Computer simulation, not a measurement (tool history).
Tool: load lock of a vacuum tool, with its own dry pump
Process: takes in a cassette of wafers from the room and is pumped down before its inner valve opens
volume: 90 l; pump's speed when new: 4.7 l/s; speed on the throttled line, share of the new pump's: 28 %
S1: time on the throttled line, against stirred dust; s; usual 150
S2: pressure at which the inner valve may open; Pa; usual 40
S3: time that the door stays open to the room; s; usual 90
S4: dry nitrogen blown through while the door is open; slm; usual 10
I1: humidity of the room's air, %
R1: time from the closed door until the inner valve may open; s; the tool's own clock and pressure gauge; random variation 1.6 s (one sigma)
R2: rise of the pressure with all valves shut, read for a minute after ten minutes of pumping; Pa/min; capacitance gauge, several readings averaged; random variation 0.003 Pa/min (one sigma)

run 1 day=0.000 | S1=150 S2=40 S3=90 S4=10 | I1=43.4 | R1=275.1 R2=0.078
run 2 day=8.250 | S1=150 S2=40 S3=90 S4=10 | I1=45.0 | R1=278.5 R2=0.084
run 3 day=24.200 | S1=150 S2=40 S3=90 S4=10 | I1=47.0 | R1=280.5 R2=0.087
run 4 day=31.958 | S1=150 S2=40 S3=90 S4=12 | I1=47.4 | R1=280.2 R2=0.090
run 5 day=40.225 | S1=150 S2=40 S3=90 S4=12 | I1=45.1 | R1=280.7 R2=0.097
run 6 day=50.579 | S1=150 S2=40 S3=90 S4=12 | I1=44.4 | R1=279.6 R2=0.092
run 7 day=57.367 | S1=150 S2=40 S3=90 S4=10 | I1=45.6 | R1=279.0 R2=0.098
run 8 day=67.800 | S1=150 S2=40 S3=90 S4=10 | I1=44.6 | R1=281.0 R2=0.100
run 9 day=76.321 | S1=150 S2=40 S3=90 S4=10 | I1=42.1 | R1=284.3 R2=0.101
run 10 day=89.600 | S1=150 S2=40 S3=90 S4=10 | I1=44.5 | R1=283.8 R2=0.107
run 11 day=105.133 | S1=150 S2=40 S3=90 S4=10 | I1=44.6 | R1=285.0 R2=0.115
run 12 day=121.258 | S1=150 S2=40 S3=90 S4=10 | I1=45.9 | R1=283.6 R2=0.119
run 13 day=136.921 | S1=150 S2=40 S3=90 S4=10 | I1=40.2 | R1=285.8 R2=0.115
run 14 day=153.183 | S1=150 S2=40 S3=73 S4=10 | I1=46.2 | R1=293.1 R2=0.126
run 15 day=164.496 | S1=150 S2=31 S3=90 S4=10 | I1=45.8 | R1=297.9 R2=0.127
run 16 day=174.025 | S1=150 S2=31 S3=90 S4=10 | I1=43.8 | R1=298.1 R2=0.135
run 17 day=180.788 | S1=150 S2=79 S3=90 S4=10 | I1=45.3 | R1=276.4 R2=0.146
run 18 day=192.408 | S1=150 S2=40 S3=90 S4=10 | I1=42.8 | R1=292.5 R2=0.143
run 19 day=200.900 | S1=137 S2=40 S3=90 S4=10 | I1=46.0 | R1=288.5 R2=0.157
run 20 day=215.479 | S1=89 S2=40 S3=45 S4=10 | I1=46.4 | R1=212.8 R2=0.139
run 21 day=225.925 | S1=101 S2=41 S3=123 S4=32 | I1=44.9 | R1=225.1 R2=0.153
run 22 day=235.562 | S1=101 S2=41 S3=123 S4=32 | I1=40.4 | R1=224.6 R2=0.151
run 23 day=250.292 | S1=281 S2=41 S3=28 S4=7 | I1=42.3 | R1=354.6 R2=0.147
run 24 day=259.917 | S1=281 S2=66 S3=28 S4=4 | I1=43.3 | R1=345.3 R2=0.147
run 25 day=266.912 | S1=92 S2=66 S3=28 S4=20 | I1=44.5 | R1=209.5 R2=0.148
run 26 day=282.767 | S1=148 S2=71 S3=160 S4=16 | I1=47.1 | R1=247.2 R2=0.197
run 27 day=295.712 | S1=148 S2=71 S3=160 S4=16 | I1=43.8 | R1=249.8 R2=0.196
run 28 day=306.246 | S1=202 S2=33 S3=45 S4=10 | I1=44.0 | R1=303.2 R2=0.181
run 29 day=321.521 | S1=150 S2=29 S3=82 S4=10 | I1=43.1 | R1=270.9 R2=0.198
run 30 day=331.500 | S1=150 S2=29 S3=82 S4=10 | I1=45.5 | R1=273.6 R2=0.206
run 31 day=344.746 | S1=150 S2=29 S3=82 S4=10 | I1=45.3 | R1=271.1 R2=0.039
run 32 day=357.300 | S1=150 S2=29 S3=82 S4=10 | I1=44.8 | R1=275.1 R2=0.047
run 33 day=373.188 | S1=150 S2=40 S3=78 S4=32 | I1=42.9 | R1=265.5 R2=0.025
run 34 day=380.512 | S1=150 S2=40 S3=78 S4=32 | I1=42.6 | R1=269.6 R2=0.026
run 35 day=391.308 | S1=150 S2=40 S3=44 S4=32 | I1=48.6 | R1=269.0 R2=0.022

Not shown: 2 entries that the log had between the listed runs. Between which runs, and how does the tool's hidden state differ before and after?
Between runs 19 and 20: dry pump taken out, an overhauled one fitted (day 213.475)
  pump's speed, % of a new pump's: 74.8 -> 99.2; leak at the door's seal, Pa l/s: 0.16 -> 0.1689
  measured less the result without the state, R1: +38.1 -> +1.0 s; R2: +0.106 -> +0.110 Pa/min
Between runs 30 and 31: door's seal changed, seat wiped (day 335.400)
  pump's speed, % of a new pump's: 93.5 -> 92.9; leak at the door's seal, Pa l/s: 0.2447 -> 0.0031
  measured less the result without the state, R1: +7.9 -> +8.6 s; R2: +0.160 -> +0.001 Pa/min
